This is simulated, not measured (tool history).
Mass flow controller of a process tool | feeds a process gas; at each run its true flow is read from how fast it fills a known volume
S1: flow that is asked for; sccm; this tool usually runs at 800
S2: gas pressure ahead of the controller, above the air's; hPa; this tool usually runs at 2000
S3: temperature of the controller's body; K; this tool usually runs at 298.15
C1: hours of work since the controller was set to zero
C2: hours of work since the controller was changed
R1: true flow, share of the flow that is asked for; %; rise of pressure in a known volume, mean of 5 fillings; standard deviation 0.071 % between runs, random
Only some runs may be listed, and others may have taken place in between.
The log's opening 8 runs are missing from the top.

Run 9, hour 554.1: usual settings; C1 2154; C2 2154. Result: R1 99.84 %.
Run 10, hour 610.4: usual settings; C1 2183; C2 2183. Result: R1 99.99 %.
Run 11, hour 684.9: usual settings; C1 2222; C2 2222. Result: R1 100 %.
Run 12, hour 745.2: usual settings; C1 2252; C2 2252. Result: R1 99.8 %.
Run 13, hour 813.8: usual settings; C1 2288; C2 2288. Result: R1 99.95 %.
Run 14, hour 910.5: usual settings but S3 294.15 K; C1 2337; C2 2337. Result: R1 100.17 %.
Run 15, hour 993.1: usual settings but S2 2790 hPa, S3 294.15 K; C1 2380; C2 2380. Result: R1 100.02 %.
Run 16, hour 1047.9: usual settings; C1 2408; C2 2408. Result: R1 99.87 %.
Run 17, hour 1108.4: usual settings; C1 2439; C2 2439. Result: R1 99.9 %.
Run 18, hour 1182: usual settings but S1 208 sccm, S2 1580 hPa, S3 294.15 K; C1 2477; C2 2477. Result: R1 99.99 %.
Run 19, hour 1275.8: usual settings but S1 932 sccm, S2 1580 hPa, S3 300.15 K; C1 2525; C2 2525. Result: R1 100.02 %.
Run 20, hour 1351.4: usual settings but S1 164 sccm, S2 2110 hPa, S3 303.15 K; C1 2564; C2 2564. Result: R1 99.47 %.
Run 21, hour 1437.4: usual settings but S1 506 sccm, S3 297.15 K; C1 2608; C2 2608. Result: R1 99.82 %.
Run 22, hour 1519.8: usual settings but S1 826 sccm, S2 1830 hPa, S3 307.15 K; C1 2650; C2 2650. Result: R1 99.64 %.
Run 23, hour 1591.9: usual settings but S1 826 sccm, S2 1830 hPa, S3 307.15 K; C1 2687; C2 2687. Result: R1 99.75 %.
Run 24, hour 1690.3: usual settings but S1 544 sccm, S2 1830 hPa, S3 296.15 K; C1 2738; C2 2738. Result: R1 99.88 %.
Run 25, hour 1788.1: usual settings but S2 1780 hPa; C1 2788; C2 2788. Result: R1 99.85 %.
Run 26, hour 1848.3: usual settings but S2 1780 hPa, S3 294.15 K; C1 2819; C2 2819. Result: R1 100.18 %.
Run 27, hour 1936.7: usual settings but S2 1780 hPa, S3 294.15 K; C1 2864; C2 2864. Result: R1 100.08 %.
Run 28, hour 1985.9: usual settings but S2 1780 hPa, S3 294.15 K; C1 2890; C2 2890. Result: R1 100.2 %.
Run 29, hour 2044.4: usual settings but S1 589 sccm, S2 1430 hPa, S3 297.15 K; C1 2920; C2 2920. Result: R1 100.08 %.

Run 30 has not been measured yet. What should we expect?
Run 30, hour 2095.3: usual settings but S1 151 sccm, S2 2200 hPa, S3 294.15 K; C1 2946; C2 2946. Result: R1 ?.

{"run 30": {"R1": 99.67}}
With no hidden state in the tool, this same run would have given R1 99.66 %.
